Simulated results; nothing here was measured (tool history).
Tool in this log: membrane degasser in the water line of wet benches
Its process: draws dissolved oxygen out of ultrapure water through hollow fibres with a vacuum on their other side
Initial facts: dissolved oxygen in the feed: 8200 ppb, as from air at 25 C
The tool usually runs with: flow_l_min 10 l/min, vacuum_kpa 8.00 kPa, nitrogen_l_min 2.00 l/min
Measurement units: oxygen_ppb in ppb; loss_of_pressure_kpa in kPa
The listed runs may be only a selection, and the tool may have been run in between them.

Run 1, day 0.000: usual settings. Result: oxygen_ppb 68.2 ppb, loss_of_pressure_kpa 27.54 kPa.
Run 2, day 12.675: usual settings but vacuum_kpa 5.88 kPa. Result: oxygen_ppb 43.3 ppb, loss_of_pressure_kpa 27.65 kPa.
Run 3, day 24.204: usual settings but vacuum_kpa 5.88 kPa. Result: oxygen_ppb 43.0 ppb, loss_of_pressure_kpa 27.56 kPa.
At day 26.621: vacuum gauge calibrated.
Run 4, day 35.025: usual settings. Result: oxygen_ppb 68.4 ppb, loss_of_pressure_kpa 27.78 kPa.
Run 5, day 44.962: usual settings. Result: oxygen_ppb 68.3 ppb, loss_of_pressure_kpa 27.53 kPa.
Run 6, day 54.342: usual settings. Result: oxygen_ppb 68.2 ppb, loss_of_pressure_kpa 27.63 kPa.
Run 7, day 60.962: usual settings. Result: oxygen_ppb 68.6 ppb, loss_of_pressure_kpa 27.56 kPa.
Run 8, day 70.792: usual settings. Result: oxygen_ppb 68.6 ppb, loss_of_pressure_kpa 27.55 kPa.
Run 9, day 81.254: usual settings but flow_l_min 14 l/min. Result: oxygen_ppb 129.4 ppb, loss_of_pressure_kpa 38.44 kPa.
Run 10, day 92.029: usual settings but flow_l_min 14 l/min. Result: oxygen_ppb 130.1 ppb, loss_of_pressure_kpa 38.34 kPa.
Run 11, day 97.746: usual settings but nitrogen_l_min 0.83 l/min. Result: oxygen_ppb 144.2 ppb, loss_of_pressure_kpa 27.20 kPa.
Run 12, day 108.183: usual settings but nitrogen_l_min 0.83 l/min. Result: oxygen_ppb 146.3 ppb, loss_of_pressure_kpa 27.20 kPa.
Run 13, day 116.875: usual settings but nitrogen_l_min 0.83 l/min. Result: oxygen_ppb 144.5 ppb, loss_of_pressure_kpa 27.42 kPa.
Run 14, day 126.808: usual settings. Result: oxygen_ppb 70.3 ppb, loss_of_pressure_kpa 27.35 kPa.
Run 15, day 139.433: usual settings. Result: oxygen_ppb 69.1 ppb, loss_of_pressure_kpa 27.61 kPa.
Run 16, day 151.229: usual settings. Result: oxygen_ppb 69.5 ppb, loss_of_pressure_kpa 27.56 kPa.
Run 17, day 163.567: usual settings but vacuum_kpa 12.02 kPa, nitrogen_l_min 1.75 l/min. Result: oxygen_ppb 130.5 ppb, loss_of_pressure_kpa 27.17 kPa.
Run 18, day 173.871: usual settings but vacuum_kpa 12.02 kPa, nitrogen_l_min 1.75 l/min. Result: oxygen_ppb 130.7 ppb, loss_of_pressure_kpa 27.78 kPa.
Run 19, day 183.883: usual settings but flow_l_min 9 l/min, vacuum_kpa 8.80 kPa, nitrogen_l_min 1.72 l/min. Result: oxygen_ppb 76.9 ppb, loss_of_pressure_kpa 24.93 kPa.
Run 20, day 189.496: usual settings but flow_l_min 15 l/min, vacuum_kpa 14.54 kPa, nitrogen_l_min 2.05 l/min. Result: oxygen_ppb 253.0 ppb, loss_of_pressure_kpa 41.24 kPa.
Run 21, day 199.821: usual settings but flow_l_min 9 l/min, vacuum_kpa 7.77 kPa, nitrogen_l_min 4.81 l/min. Result: oxygen_ppb 27.3 ppb, loss_of_pressure_kpa 24.93 kPa.
Run 22, day 206.321: usual settings but flow_l_min 9 l/min, vacuum_kpa 18.77 kPa, nitrogen_l_min 3.19 l/min. Result: oxygen_ppb 113.4 ppb, loss_of_pressure_kpa 24.52 kPa.
Run 23, day 216.350: usual settings but flow_l_min 12 l/min, vacuum_kpa 18.77 kPa, nitrogen_l_min 3.19 l/min. Result: oxygen_ppb 167.3 ppb, loss_of_pressure_kpa 33.01 kPa.
At day 219.154: vacuum gauge calibrated.
Run 24, day 228.508: usual settings but flow_l_min 7 l/min, vacuum_kpa 17.75 kPa, nitrogen_l_min 2.07 l/min. Result: oxygen_ppb 122.3 ppb, loss_of_pressure_kpa 19.34 kPa.
Run 25, day 240.167: usual settings but vacuum_kpa 11.72 kPa, nitrogen_l_min 4.19 l/min. Result: oxygen_ppb 62.2 ppb, loss_of_pressure_kpa 27.53 kPa.
Run 26, day 251.867: usual settings but vacuum_kpa 11.71 kPa. Result: oxygen_ppb 112.5 ppb, loss_of_pressure_kpa 27.60 kPa.
Run 27, day 264.500: usual settings but flow_l_min 6 l/min, vacuum_kpa 5.30 kPa, nitrogen_l_min 5.15 l/min. Result: oxygen_ppb 7.0 ppb, loss_of_pressure_kpa 16.64 kPa.
Run 28, day 273.812: usual settings but flow_l_min 6 l/min, vacuum_kpa 5.30 kPa, nitrogen_l_min 5.15 l/min. Result: oxygen_ppb 6.2 ppb, loss_of_pressure_kpa 16.43 kPa.
Run 29, day 284.325: usual settings but flow_l_min 6 l/min, vacuum_kpa 5.30 kPa, nitrogen_l_min 5.15 l/min. Result: oxygen_ppb 6.9 ppb, loss_of_pressure_kpa 16.69 kPa.
Run 30, day 295.171: usual settings but flow_l_min 6 l/min, vacuum_kpa 5.30 kPa, nitrogen_l_min 5.15 l/min. Result: oxygen_ppb 6.6 ppb, loss_of_pressure_kpa 16.52 kPa.

Run 31 is up next; what results do you expect?
Run 31, day 303.267: usual settings but flow_l_min 12 l/min, vacuum_kpa 17.84 kPa, nitrogen_l_min 5.15 l/min. Result: oxygen_ppb ?, loss_of_pressure_kpa ?.

oxygen_ppb: 110.5 ppb
loss_of_pressure_kpa: 32.80 kPa
The same run, on a tool lacking any hidden state, would have yielded oxygen_ppb 110.3 ppb, loss_of_pressure_kpa 32.77 kPa.
